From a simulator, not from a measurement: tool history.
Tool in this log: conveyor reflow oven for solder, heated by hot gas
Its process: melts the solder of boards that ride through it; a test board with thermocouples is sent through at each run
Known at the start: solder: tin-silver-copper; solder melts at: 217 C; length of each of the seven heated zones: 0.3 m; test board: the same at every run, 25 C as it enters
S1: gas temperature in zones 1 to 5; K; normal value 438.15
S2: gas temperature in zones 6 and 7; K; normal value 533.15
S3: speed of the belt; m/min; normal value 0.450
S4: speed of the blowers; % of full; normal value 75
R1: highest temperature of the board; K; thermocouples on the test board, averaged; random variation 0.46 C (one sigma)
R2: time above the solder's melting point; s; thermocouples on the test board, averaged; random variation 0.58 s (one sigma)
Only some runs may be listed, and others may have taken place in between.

run,hour,S1,S2,S3,S4,R1,R2
1,0.0,438.15,533.15,0.450,75,514.65,45.6
2,17.6,438.15,533.15,0.438,75,514.65,47.4
# hour 27.9: flux residue cleaned out of gas plates and filters
# hour 29.9: thermocouples of zones 6 and 7 changed
3,44.2,438.15,533.15,0.450,75,510.15,40.3
4,58.9,438.15,533.15,0.450,75,510.45,39.0
5,71.1,438.15,533.15,0.450,51,501.35,24.0
6,83.7,438.15,533.15,0.450,75,510.15,38.8
7,100.6,438.15,533.15,0.450,80,510.65,42.0
8,108.9,438.15,533.15,0.450,65,506.45,34.9
# hour 119.1: flux residue cleaned out of gas plates and filters, once more
9,130.7,438.15,533.15,0.450,52,507.85,37.1
10,145.8,438.15,533.15,0.450,52,508.25,37.4
11,162.9,438.15,533.15,0.450,52,508.35,35.8
12,173.7,438.15,533.15,0.450,75,517.25,50.3
13,183.3,438.15,533.15,0.450,75,517.15,49.9
14,202.3,438.15,533.15,0.393,75,520.75,61.1
15,214.2,438.15,533.15,0.393,75,520.75,62.8
16,229.3,430.15,533.15,0.483,72,511.75,37.6
17,242.5,430.15,533.15,0.483,72,512.25,37.8
18,259.1,430.15,543.15,0.486,52,508.95,32.3
19,276.7,434.15,533.15,0.450,55,507.75,34.7
20,297.0,434.15,533.15,0.450,55,508.05,34.5
21,311.0,430.15,533.15,0.450,50,503.65,28.5
22,328.5,445.15,533.15,0.450,69,515.55,49.8
23,342.4,440.15,544.15,0.531,65,515.85,38.7
24,351.1,453.15,522.15,0.479,70,507.05,39.6
25,362.7,426.15,547.15,0.450,75,525.65,53.5
26,378.4,447.15,525.15,0.450,75,511.25,45.4
27,387.4,450.15,543.15,0.450,75,527.55,61.7
28,407.7,450.15,543.15,0.450,75,526.35,60.5
29,420.8,450.15,543.15,0.450,75,526.55,62.8
30,432.6,450.15,543.15,0.450,75,526.35,61.0

Below are 4 alternative next runs, each starting from the tool's condition after run 30. Predict each:
A,443.1,450.15,548.15,0.483,58,?,?
B,443.1,440.15,547.15,0.450,86,?,?
C,443.1,450.15,536.15,0.450,75,?,?
D,443.1,450.15,542.15,0.418,75,?,?

run,R1,R2
A,521.65,50.8
B,530.75,62.2
C,520.55,56.8
D,527.85,66.5
With the hidden condition removed and each run's random variation left untouched, the same runs would have given:
run,R1,R2
A,523.15,52.2
B,532.55,63.4
C,521.85,58.2
D,529.05,67.4
